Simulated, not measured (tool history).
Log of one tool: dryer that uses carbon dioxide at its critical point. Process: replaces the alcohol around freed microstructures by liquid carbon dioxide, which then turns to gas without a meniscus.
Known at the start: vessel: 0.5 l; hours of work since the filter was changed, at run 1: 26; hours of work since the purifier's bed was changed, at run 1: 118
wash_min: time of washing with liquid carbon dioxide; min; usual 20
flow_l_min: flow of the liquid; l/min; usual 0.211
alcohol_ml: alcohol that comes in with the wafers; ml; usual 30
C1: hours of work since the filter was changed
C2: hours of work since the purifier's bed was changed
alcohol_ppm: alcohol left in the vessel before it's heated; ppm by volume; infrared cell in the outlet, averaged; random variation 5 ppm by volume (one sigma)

run 1 day=0.000 | wash_min=20 flow_l_min=0.211 alcohol_ml=30 | C1=26 C2=118 | alcohol_ppm=68
run 2 day=1.688 | wash_min=17 flow_l_min=0.211 alcohol_ml=30 | C1=54 C2=147 | alcohol_ppm=151
run 3 day=3.317 | wash_min=17 flow_l_min=0.211 alcohol_ml=30 | C1=82 C2=174 | alcohol_ppm=158
run 4 day=5.129 | wash_min=20 flow_l_min=0.212 alcohol_ml=30 | C1=112 C2=205 | alcohol_ppm=89
run 5 day=6.358 | wash_min=20 flow_l_min=0.212 alcohol_ml=30 | C1=133 C2=226 | alcohol_ppm=98
run 6 day=7.529 | wash_min=20 flow_l_min=0.212 alcohol_ml=27 | C1=153 C2=245 | alcohol_ppm=89
run 7 day=8.958 | wash_min=20 flow_l_min=0.212 alcohol_ml=27 | C1=177 C2=269 | alcohol_ppm=107
-- day=9.612 inlet filter changed
run 8 day=9.929 | wash_min=20 flow_l_min=0.211 alcohol_ml=30 | C1=5 C2=285 | alcohol_ppm=103
run 9 day=11.108 | wash_min=20 flow_l_min=0.211 alcohol_ml=30 | C1=25 C2=305 | alcohol_ppm=98
run 10 day=12.629 | wash_min=20 flow_l_min=0.211 alcohol_ml=30 | C1=51 C2=331 | alcohol_ppm=103
run 11 day=14.188 | wash_min=20 flow_l_min=0.211 alcohol_ml=30 | C1=77 C2=357 | alcohol_ppm=116
run 12 day=15.379 | wash_min=20 flow_l_min=0.211 alcohol_ml=30 | C1=97 C2=377 | alcohol_ppm=126
run 13 day=16.804 | wash_min=20 flow_l_min=0.211 alcohol_ml=30 | C1=121 C2=401 | alcohol_ppm=137
run 14 day=18.212 | wash_min=20 flow_l_min=0.211 alcohol_ml=30 | C1=145 C2=425 | alcohol_ppm=133
run 15 day=18.975 | wash_min=20 flow_l_min=0.222 alcohol_ml=30 | C1=158 C2=438 | alcohol_ppm=125
run 16 day=20.233 | wash_min=28 flow_l_min=0.222 alcohol_ml=30 | C1=179 C2=459 | alcohol_ppm=103
-- day=20.738 inlet filter changed
run 17 day=21.162 | wash_min=28 flow_l_min=0.222 alcohol_ml=30 | C1=7 C2=474 | alcohol_ppm=106
run 18 day=22.762 | wash_min=28 flow_l_min=0.134 alcohol_ml=30 | C1=34 C2=501 | alcohol_ppm=203
run 19 day=24.046 | wash_min=20 flow_l_min=0.169 alcohol_ml=30 | C1=56 C2=522 | alcohol_ppm=287
run 20 day=24.833 | wash_min=12 flow_l_min=0.139 alcohol_ml=111 | C1=69 C2=536 | alcohol_ppm=12855
run 21 day=26.250 | wash_min=12 flow_l_min=0.139 alcohol_ml=111 | C1=93 C2=560 | alcohol_ppm=13141
run 22 day=27.325 | wash_min=16 flow_l_min=0.167 alcohol_ml=90 | C1=111 C2=578 | alcohol_ppm=2082
run 23 day=29.154 | wash_min=16 flow_l_min=0.167 alcohol_ml=90 | C1=142 C2=609 | alcohol_ppm=2095
run 24 day=30.850 | wash_min=16 flow_l_min=0.167 alcohol_ml=90 | C1=170 C2=637 | alcohol_ppm=2240
-- day=31.854 inlet filter changed
run 25 day=32.558 | wash_min=17 flow_l_min=0.267 alcohol_ml=42 | C1=12 C2=665 | alcohol_ppm=159
run 26 day=33.404 | wash_min=28 flow_l_min=0.139 alcohol_ml=32 | C1=26 C2=680 | alcohol_ppm=215
run 27 day=34.308 | wash_min=28 flow_l_min=0.139 alcohol_ml=32 | C1=41 C2=695 | alcohol_ppm=224
run 28 day=35.971 | wash_min=28 flow_l_min=0.139 alcohol_ml=32 | C1=69 C2=723 | alcohol_ppm=238

The next listed run, before its measurement:
run 29 day=37.183 | wash_min=28 flow_l_min=0.142 alcohol_ml=32 | C1=90 C2=743 | alcohol_ppm=?

Run 29 gave alcohol_ppm 240 ppm by volume.
Without the tool's hidden state the same run would have given alcohol_ppm 67 ppm by volume.
